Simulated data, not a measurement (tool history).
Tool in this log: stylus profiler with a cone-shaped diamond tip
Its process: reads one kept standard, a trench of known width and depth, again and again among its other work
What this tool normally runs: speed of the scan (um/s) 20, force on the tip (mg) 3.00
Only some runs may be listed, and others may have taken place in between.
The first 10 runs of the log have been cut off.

| run | day | speed of the scan (um/s) | force on the tip (mg) | scans with this tip | hours of work since the height scale was calibrated | depth of the trench (Å) | width of the trench's floor (µm) |
|---|---|---|---|---|---|---|---|
| 11 | 35.171 | 20 | 3.00 | 21021 | 135 | 10125.6 | 23.91 |
| 12 | 37.262 | 20 | 3.00 | 21586 | 174 | 10127.8 | 23.93 |
| 13 | 40.842 | 20 | 3.00 | 22556 | 240 | 10125.2 | 23.92 |
| 14 | 44.679 | 20 | 3.00 | 23596 | 310 | 10120.6 | 23.89 |
| 15 | 49.250 | 20 | 3.00 | 24833 | 395 | 10125.9 | 23.97 |
| 16 | 51.704 | 9 | 3.00 | 25498 | 440 | 10124.2 | 23.99 |
| 17 | 56.142 | 20 | 2.26 | 26700 | 522 | 10099.6 | 23.92 |
| 18 | 58.383 | 20 | 2.79 | 27307 | 563 | 10123.5 | 23.93 |
| 19 | 61.917 | 42 | 2.65 | 28264 | 628 | 10110.4 | 23.86 |
| 20 | 63.921 | 42 | 2.65 | 28806 | 665 | 10119.8 | 23.89 |
| 21 | 66.879 | 19 | 1.90 | 29608 | 720 | 10095.5 | 23.91 |
| 22 | 71.538 | 56 | 2.56 | 30870 | 806 | 10115.7 | 23.85 |
| 23 | 74.217 | 8 | 8.15 | 31595 | 855 | 10247.5 | 23.98 |
| 24 | 78.442 | 13 | 2.58 | 32739 | 933 | 10114.8 | 23.94 |
| 25 | 83.292 | 13 | 1.05 | 34053 | 1022 | 10060.0 | 23.90 |
|  | 83.646 | new tip fitted, height scale calibrated |
| 26 | 86.196 | 73 | 1.16 | 691 | 47 | 10067.2 | 23.68 |
| 27 | 89.308 | 73 | 1.16 | 1534 | 104 | 10066.2 | 23.71 |
| 28 | 93.308 | 12 | 3.69 | 2618 | 178 | 10145.8 | 23.98 |
| 29 | 97.538 | 6 | 1.02 | 3763 | 256 | 10060.9 | 23.98 |
| 30 | 100.567 | 6 | 1.02 | 4583 | 312 | 10063.1 | 23.95 |
| 31 | 104.700 | 6 | 1.02 | 5703 | 388 | 10065.2 | 23.98 |
| 32 | 109.388 | 16 | 2.40 | 6972 | 475 | 10109.8 | 23.92 |
| 33 | 113.125 | 11 | 4.80 | 7985 | 544 | 10171.7 | 23.99 |
| 34 | 115.712 | 20 | 1.42 | 8685 | 591 | 10079.7 | 23.94 |

Below are 3 alternative next runs, each starting from the tool's condition after run 34. Predict each:
| A | 118.725 | 11 | 1.07 | 9501 | 647 | ? | ? |
| B | 118.725 | 18 | 7.56 | 9501 | 647 | ? | ? |
| C | 118.725 | 10 | 1.66 | 9501 | 647 | ? | ? |

| run | depth of the trench (Å) | width of the trench's floor (µm) |
|---|---|---|
| A | 10063.7 | 23.96 |
| B | 10235.8 | 23.98 |
| C | 10087.6 | 23.93 |
With the hidden condition removed and each run's random variation left untouched, the same runs would have given:
| run | depth of the trench (Å) | width of the trench's floor (µm) |
|---|---|---|
| A | 10063.6 | 23.97 |
| B | 10235.7 | 23.98 |
| C | 10087.6 | 23.93 |
